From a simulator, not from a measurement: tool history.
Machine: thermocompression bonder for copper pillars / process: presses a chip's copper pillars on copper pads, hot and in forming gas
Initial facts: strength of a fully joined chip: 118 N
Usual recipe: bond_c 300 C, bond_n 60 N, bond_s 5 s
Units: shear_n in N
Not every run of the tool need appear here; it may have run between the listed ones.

Run 1, day 0: usual settings. Result: shear_n 60.2 N.
Run 2, day 1.146: usual settings but bond_s 8 s. Result: shear_n 71.3 N.
Run 3, day 2.004: usual settings but bond_s 7 s. Result: shear_n 66.9 N.
Run 4, day 2.775: usual settings but bond_c 310 C, bond_s 7 s. Result: shear_n 73 N.
Run 5, day 3.483: usual settings but bond_c 310 C, bond_s 7 s. Result: shear_n 74.6 N.
Run 6, day 4.217: usual settings but bond_c 310 C, bond_s 7 s. Result: shear_n 74.3 N.
Run 7, day 4.879: usual settings but bond_c 310 C, bond_s 7 s. Result: shear_n 75.7 N.
Run 8, day 5.758: usual settings but bond_n 37 N, bond_s 10 s. Result: shear_n 47.4 N.
Run 9, day 6.817: usual settings but bond_c 286 C, bond_n 77 N, bond_s 8 s. Result: shear_n 76.1 N.
Run 10, day 7.767: usual settings but bond_n 48 N. Result: shear_n 48.7 N.
Run 11, day 8.667: usual settings but bond_c 297 C, bond_n 75 N, bond_s 3 s. Result: shear_n 61.1 N.
Run 12, day 9.192: usual settings but bond_c 311 C, bond_n 75 N, bond_s 4 s. Result: shear_n 75.2 N.
Run 13, day 10.375: usual settings but bond_c 270 C, bond_s 4 s. Result: shear_n 39.8 N.
Run 14, day 11.462: usual settings but bond_c 313 C, bond_n 64 N, bond_s 4 s. Result: shear_n 68.2 N.

Measured less the same run without the tool's hidden state. The same run-to-run variation is in both; the gauge's scatter may not be:
Hidden conditions of the tool in this case: true temperature of the bond over the reading, C; force that reaches the chip, % of what is set; oxide that the forming gas leaves, % of the face; drift of the gauge itself on shear_n, %.
run  shear_n
  1     +4.7
  2     +5.1
  3       +5
  4     +4.9
  5     +5.1
  6       +5
  7     +5.1
  8     +4.5
  9     +5.6
 10     +4.8
 11     +5.4
 12     +5.1
 13     +4.7
 14     +5.3
